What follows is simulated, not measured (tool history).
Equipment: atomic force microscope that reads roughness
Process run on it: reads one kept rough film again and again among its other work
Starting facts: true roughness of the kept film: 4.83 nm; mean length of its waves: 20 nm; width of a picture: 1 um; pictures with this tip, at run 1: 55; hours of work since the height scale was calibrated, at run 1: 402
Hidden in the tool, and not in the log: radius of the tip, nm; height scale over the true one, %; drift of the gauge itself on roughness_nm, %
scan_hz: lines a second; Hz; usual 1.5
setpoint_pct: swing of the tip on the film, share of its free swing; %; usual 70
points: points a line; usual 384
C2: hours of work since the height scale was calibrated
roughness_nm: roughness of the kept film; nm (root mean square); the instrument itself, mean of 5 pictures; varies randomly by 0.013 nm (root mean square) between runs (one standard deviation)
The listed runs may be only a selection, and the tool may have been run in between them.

{"run": 1, "hour": 0.0, "scan_hz": 1.5, "setpoint_pct": 70, "points": 384, "pictures with this tip": 55, "C2": 402, "roughness_nm": 3.077}
{"hour": 12.3, "done": "new tip fitted"}
{"run": 2, "hour": 15.6, "scan_hz": 1.5, "setpoint_pct": 70, "points": 339, "pictures with this tip": 4, "C2": 412, "roughness_nm": 3.065}
{"run": 3, "hour": 27.1, "scan_hz": 1.5, "setpoint_pct": 65, "points": 384, "pictures with this tip": 19, "C2": 420, "roughness_nm": 3.098}
{"run": 4, "hour": 40.2, "scan_hz": 1.5, "setpoint_pct": 65, "points": 384, "pictures with this tip": 35, "C2": 429, "roughness_nm": 3.14}
{"run": 5, "hour": 57.0, "scan_hz": 1.5, "setpoint_pct": 65, "points": 384, "pictures with this tip": 56, "C2": 441, "roughness_nm": 3.093}
{"run": 6, "hour": 66.5, "scan_hz": 1.5, "setpoint_pct": 65, "points": 384, "pictures with this tip": 68, "C2": 447, "roughness_nm": 3.094}
{"hour": 68.4, "done": "new tip fitted"}
{"run": 7, "hour": 81.2, "scan_hz": 1.5, "setpoint_pct": 65, "points": 384, "pictures with this tip": 16, "C2": 457, "roughness_nm": 3.098}
{"run": 8, "hour": 90.7, "scan_hz": 1.5, "setpoint_pct": 65, "points": 384, "pictures with this tip": 27, "C2": 464, "roughness_nm": 3.09}
{"run": 9, "hour": 107.9, "scan_hz": 3.52, "setpoint_pct": 65, "points": 384, "pictures with this tip": 49, "C2": 475, "roughness_nm": 2.974}
{"hour": 125.7, "done": "new tip fitted"}
{"run": 10, "hour": 127.1, "scan_hz": 3.52, "setpoint_pct": 65, "points": 384, "pictures with this tip": 1, "C2": 488, "roughness_nm": 2.994}
{"run": 11, "hour": 144.9, "scan_hz": 1.5, "setpoint_pct": 70, "points": 384, "pictures with this tip": 24, "C2": 501, "roughness_nm": 3.091}
{"run": 12, "hour": 160.6, "scan_hz": 1.5, "setpoint_pct": 70, "points": 999, "pictures with this tip": 43, "C2": 511, "roughness_nm": 3.106}
{"run": 13, "hour": 168.5, "scan_hz": 1.5, "setpoint_pct": 70, "points": 999, "pictures with this tip": 53, "C2": 517, "roughness_nm": 3.104}
{"hour": 182.9, "done": "new tip fitted"}
{"run": 14, "hour": 184.3, "scan_hz": 1.5, "setpoint_pct": 70, "points": 999, "pictures with this tip": 2, "C2": 527, "roughness_nm": 3.126}
{"run": 15, "hour": 202.3, "scan_hz": 1.5, "setpoint_pct": 70, "points": 999, "pictures with this tip": 25, "C2": 540, "roughness_nm": 3.101}
{"run": 16, "hour": 211.1, "scan_hz": 1.5, "setpoint_pct": 70, "points": 999, "pictures with this tip": 36, "C2": 546, "roughness_nm": 3.109}
{"run": 17, "hour": 227.3, "scan_hz": 1.5, "setpoint_pct": 70, "points": 999, "pictures with this tip": 56, "C2": 557, "roughness_nm": 3.109}
{"hour": 239.2, "done": "new tip fitted"}
{"run": 18, "hour": 239.6, "scan_hz": 1.5, "setpoint_pct": 70, "points": 384, "pictures with this tip": 1, "C2": 565, "roughness_nm": 3.079}
{"run": 19, "hour": 255.5, "scan_hz": 1.5, "setpoint_pct": 70, "points": 384, "pictures with this tip": 21, "C2": 576, "roughness_nm": 3.074}
{"run": 20, "hour": 271.8, "scan_hz": 1.5, "setpoint_pct": 70, "points": 384, "pictures with this tip": 41, "C2": 587, "roughness_nm": 3.071}
{"run": 21, "hour": 290.8, "scan_hz": 3.2, "setpoint_pct": 70, "points": 384, "pictures with this tip": 65, "C2": 601, "roughness_nm": 2.917}
{"hour": 295.3, "done": "new tip fitted"}
{"run": 22, "hour": 306.2, "scan_hz": 3.2, "setpoint_pct": 70, "points": 384, "pictures with this tip": 14, "C2": 611, "roughness_nm": 2.948}
{"run": 23, "hour": 322.0, "scan_hz": 3.2, "setpoint_pct": 70, "points": 384, "pictures with this tip": 33, "C2": 622, "roughness_nm": 2.936}
{"run": 24, "hour": 339.8, "scan_hz": 3.2, "setpoint_pct": 70, "points": 384, "pictures with this tip": 56, "C2": 634, "roughness_nm": 2.915}
{"hour": 352.2, "done": "new tip fitted"}
{"run": 25, "hour": 357.7, "scan_hz": 1.5, "setpoint_pct": 59, "points": 384, "pictures with this tip": 7, "C2": 646, "roughness_nm": 3.123}
{"run": 26, "hour": 372.2, "scan_hz": 1.5, "setpoint_pct": 59, "points": 384, "pictures with this tip": 25, "C2": 656, "roughness_nm": 3.126}
{"run": 27, "hour": 386.3, "scan_hz": 1.5, "setpoint_pct": 72, "points": 465, "pictures with this tip": 43, "C2": 666, "roughness_nm": 3.083}
{"run": 28, "hour": 395.4, "scan_hz": 1.5, "setpoint_pct": 72, "points": 465, "pictures with this tip": 54, "C2": 672, "roughness_nm": 3.051}
{"run": 29, "hour": 407.5, "scan_hz": 1.34, "setpoint_pct": 70, "points": 384, "pictures with this tip": 69, "C2": 680, "roughness_nm": 3.092}
{"hour": 409.4, "done": "new tip fitted"}
{"run": 30, "hour": 417.2, "scan_hz": 1.34, "setpoint_pct": 70, "points": 384, "pictures with this tip": 10, "C2": 687, "roughness_nm": 3.067}
{"run": 31, "hour": 432.1, "scan_hz": 3.48, "setpoint_pct": 70, "points": 384, "pictures with this tip": 29, "C2": 697, "roughness_nm": 2.909}
{"run": 32, "hour": 442.1, "scan_hz": 0.63, "setpoint_pct": 89, "points": 764, "pictures with this tip": 41, "C2": 704, "roughness_nm": 3.104}
{"run": 33, "hour": 460.0, "scan_hz": 1.92, "setpoint_pct": 89, "points": 360, "pictures with this tip": 64, "C2": 716, "roughness_nm": 2.784}
{"hour": 465.3, "done": "new tip fitted"}
{"run": 34, "hour": 473.1, "scan_hz": 1.27, "setpoint_pct": 70, "points": 384, "pictures with this tip": 9, "C2": 725, "roughness_nm": 3.108}
{"run": 35, "hour": 484.8, "scan_hz": 1.3, "setpoint_pct": 57, "points": 326, "pictures with this tip": 24, "C2": 733, "roughness_nm": 3.13}
{"run": 36, "hour": 494.4, "scan_hz": 3.28, "setpoint_pct": 88, "points": 326, "pictures with this tip": 36, "C2": 740, "roughness_nm": 2.596}
{"run": 37, "hour": 505.7, "scan_hz": 3.28, "setpoint_pct": 88, "points": 326, "pictures with this tip": 50, "C2": 747, "roughness_nm": 2.56}
{"hour": 522.0, "done": "new tip fitted"}
{"run": 38, "hour": 522.0, "scan_hz": 3.28, "setpoint_pct": 88, "points": 326, "pictures with this tip": 0, "C2": 758, "roughness_nm": 2.584}
{"run": 39, "hour": 530.3, "scan_hz": 1.53, "setpoint_pct": 70, "points": 396, "pictures with this tip": 10, "C2": 764, "roughness_nm": 3.077}
{"run": 40, "hour": 547.6, "scan_hz": 0.85, "setpoint_pct": 88, "points": 710, "pictures with this tip": 32, "C2": 776, "roughness_nm": 3.059}
{"run": 41, "hour": 564.0, "scan_hz": 0.85, "setpoint_pct": 65, "points": 710, "pictures with this tip": 52, "C2": 787, "roughness_nm": 3.174}
{"run": 42, "hour": 575.5, "scan_hz": 0.91, "setpoint_pct": 56, "points": 527, "pictures with this tip": 67, "C2": 795, "roughness_nm": 3.185}
{"hour": 578.2, "done": "new tip fitted"}
{"run": 43, "hour": 585.9, "scan_hz": 0.64, "setpoint_pct": 56, "points": 293, "pictures with this tip": 9, "C2": 802, "roughness_nm": 3.137}
{"run": 44, "hour": 597.6, "scan_hz": 1.33, "setpoint_pct": 69, "points": 291, "pictures with this tip": 24, "C2": 810, "roughness_nm": 3.06}
{"run": 45, "hour": 608.2, "scan_hz": 1.37, "setpoint_pct": 69, "points": 607, "pictures with this tip": 37, "C2": 817, "roughness_nm": 3.124}
{"run": 46, "hour": 626.4, "scan_hz": 1.11, "setpoint_pct": 70, "points": 624, "pictures with this tip": 60, "C2": 830, "roughness_nm": 3.138}
{"hour": 635.4, "done": "new tip fitted"}
{"run": 47, "hour": 642.1, "scan_hz": 1.43, "setpoint_pct": 84, "points": 648, "pictures with this tip": 9, "C2": 840, "roughness_nm": 2.994}

What does the tool deliver on the next run?
{"run": 48, "hour": 652.2, "scan_hz": 0.5, "setpoint_pct": 70, "points": 384, "pictures with this tip": 21, "C2": 847, "roughness_nm": "?"}

{"run 48": {"roughness_nm": 3.171}}
Minus the tool's unlogged condition, the same run would have read roughness_nm 3.178 nm (root mean square).
